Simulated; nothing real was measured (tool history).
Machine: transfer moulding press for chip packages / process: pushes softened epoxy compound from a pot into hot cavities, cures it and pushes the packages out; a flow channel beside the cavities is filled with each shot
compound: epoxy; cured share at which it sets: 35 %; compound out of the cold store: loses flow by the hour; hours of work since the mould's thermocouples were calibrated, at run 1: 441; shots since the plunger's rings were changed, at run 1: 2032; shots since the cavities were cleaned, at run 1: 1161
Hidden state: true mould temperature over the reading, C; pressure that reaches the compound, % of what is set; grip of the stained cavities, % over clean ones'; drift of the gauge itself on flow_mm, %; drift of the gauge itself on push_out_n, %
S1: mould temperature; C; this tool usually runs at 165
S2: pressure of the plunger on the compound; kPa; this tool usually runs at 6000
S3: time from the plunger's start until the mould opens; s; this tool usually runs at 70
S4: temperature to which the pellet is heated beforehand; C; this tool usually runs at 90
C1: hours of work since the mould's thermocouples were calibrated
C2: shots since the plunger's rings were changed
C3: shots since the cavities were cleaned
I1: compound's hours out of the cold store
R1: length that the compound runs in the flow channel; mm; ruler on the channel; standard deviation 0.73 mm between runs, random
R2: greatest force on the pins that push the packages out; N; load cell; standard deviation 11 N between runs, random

run,hour,S1,S2,S3,S4,C1,C2,C3,I1,R1,R2
1,0.0,165,6000,70,90,441,2032,1161,22.5,541.9,538
# hour 3.7: cavities cleaned with cleaning compound and waxed
2,25.5,165,6000,70,90,452,2275,221,28.2,533.6,503
# hour 67.5: plunger's sealing rings changed
3,67.5,165,6000,70,90,470,0,621,10.6,562.7,544
4,106.1,165,6000,92,90,488,391,1012,47.4,503.1,311
# hour 123.7: cavities cleaned with cleaning compound and waxed
5,135.4,165,6000,70,90,501,671,117,13.0,558.5,543
6,158.4,165,6000,70,90,512,905,351,15.4,553.7,545
7,175.4,165,6000,70,90,520,1077,523,46.2,504.4,507
8,203.5,165,6250,70,90,533,1361,807,45.4,514.3,484
# hour 240.0: cavities cleaned with cleaning compound and waxed
9,241.4,165,6310,70,90,550,1730,14,28.7,544.5,524
10,268.2,165,6310,70,90,562,2001,285,10.8,577.1,545
11,304.1,165,6310,70,90,579,2364,648,33.0,539.7,512
# hour 337.6: plunger's sealing rings changed
12,339.8,165,6000,70,90,594,22,985,31.9,526.4,514
# hour 361.1: cavities cleaned with cleaning compound and waxed
13,368.1,165,6000,70,90,607,293,71,33.2,524.3,508
14,401.1,161,6000,70,90,622,627,405,18.8,558.0,735
15,430.1,166,6000,70,90,635,920,698,37.9,515.0,464
16,466.7,166,6000,60,97,653,1291,1069,18.5,545.9,717
# hour 480.6: cavities cleaned with cleaning compound and waxed
17,500.8,166,6000,60,97,668,1621,205,44.5,504.2,666
18,523.8,165,5890,89,84,678,1854,438,9.1,560.9,343
19,548.8,158,5890,104,84,690,2107,691,26.0,547.4,360
20,574.8,165,6780,70,90,702,2370,954,25.5,572.2,524
# hour 597.4: cavities cleaned with cleaning compound and waxed
21,604.4,167,5810,58,90,715,2655,71,40.5,500.9,684
# hour 609.3: plunger's sealing rings changed
22,638.0,165,4600,70,89,730,291,386,46.4,441.8,496
23,672.8,165,4600,70,89,746,643,738,29.1,466.9,529

What does the tool deliver on the next run?
24,692.0,158,5490,52,85,755,837,932,44.6,?,?

Run 24 measured R1 499.8 mm, R2 1415 N.
The same run, on a tool lacking any hidden state, would have yielded R1 499.8 mm, R2 1407 N.

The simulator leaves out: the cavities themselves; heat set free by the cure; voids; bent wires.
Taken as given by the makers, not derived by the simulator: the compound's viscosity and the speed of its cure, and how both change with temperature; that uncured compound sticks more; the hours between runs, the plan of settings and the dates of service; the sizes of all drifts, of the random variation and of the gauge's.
